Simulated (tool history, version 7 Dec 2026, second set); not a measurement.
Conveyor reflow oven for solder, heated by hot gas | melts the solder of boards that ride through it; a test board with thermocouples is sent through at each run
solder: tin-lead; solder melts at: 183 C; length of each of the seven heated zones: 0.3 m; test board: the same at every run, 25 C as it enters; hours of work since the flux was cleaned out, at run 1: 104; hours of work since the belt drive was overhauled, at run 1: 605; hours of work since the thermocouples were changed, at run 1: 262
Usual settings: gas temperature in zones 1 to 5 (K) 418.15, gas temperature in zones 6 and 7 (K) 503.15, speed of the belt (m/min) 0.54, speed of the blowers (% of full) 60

run   hour  gas temperature in zones 1 to 5 (K)  gas temperature in zones 6 and 7 (K)  speed of the belt (m/min)  speed of the blowers (% of full)  hours of work since the flux was cleaned out  hours of work since the belt drive was overhauled  hours of work since the thermocouples were changed  highest temperature of the board (K)  time above the solder's melting point (s)
  1      0                               418.15                                503.15                       0.54                                60                                           104                                                605                                                 262                                484.55                                       46.7
  2   15.7                               418.15                                503.15                       0.54                                60                                           111                                                611                                                 269                                483.75                                       46.8
  3   32.1                               418.15                                503.15                      0.607                                60                                           118                                                618                                                 276                                480.05                                       37.5
  4   56.6                               418.15                                503.15                      0.607                                60                                           128                                                629                                                 287                                480.25                                       37.4
  5   73.8                               418.15                                503.15                       0.54                                60                                           136                                                636                                                 294                                484.05                                       46.6
  6   96.9                               418.15                                503.15                       0.54                                60                                           145                                                646                                                 304                                483.95                                       46.5
  7  112.3                               418.15                                503.15                       0.56                                60                                           152                                                652                                                 310                                482.85                                       43.9
     129.9  -- flux residue cleaned out of gas plates and filters
  8  145.3                               418.15                                503.15                       0.54                                60                                             7                                                664                                                 322                                484.65                                       46.6
  9  166.1                               418.15                                495.15                       0.54                                60                                            15                                                673                                                 331                                477.85                                       40.8
 10  188.7                               418.15                                495.15                       0.54                                60                                            25                                                683                                                 341                                477.35                                       40.8
 11  215.5                               418.15                                495.15                       0.54                                60                                            37                                                694                                                 352                                477.45                                         41
 12  235.7                               413.15                                509.15                      0.565                                60                                            45                                                703                                                 361                                486.15                                       44.5
 13  247.6                               418.15                                503.15                      0.602                                60                                            50                                                708                                                 366                                480.25                                       38.2
 14  266.5                               407.15                                499.15                      0.571                                88                                            58                                                716                                                 374                                482.35                                       40.7
 15  279.3                               426.15                                499.15                      0.476                                88                                            64                                                722                                                 380                                490.05                                       63.3
 16  301.9                               418.15                                510.15                      0.619                                55                                            73                                                731                                                 389                                482.95                                       38.8
 17  320.3                               418.15                                503.15                       0.54                                61                                            81                                                739                                                 397                                484.25                                         47

Hidden condition of the tool, last listed run before each entry between runs versus first listed run after:
Runs 7 to 8: flux residue cleaned out of gas plates and filters (hour 129.9)
  heat that the gas passes to the board, % of a clean oven's: 99.5 -> 99.9

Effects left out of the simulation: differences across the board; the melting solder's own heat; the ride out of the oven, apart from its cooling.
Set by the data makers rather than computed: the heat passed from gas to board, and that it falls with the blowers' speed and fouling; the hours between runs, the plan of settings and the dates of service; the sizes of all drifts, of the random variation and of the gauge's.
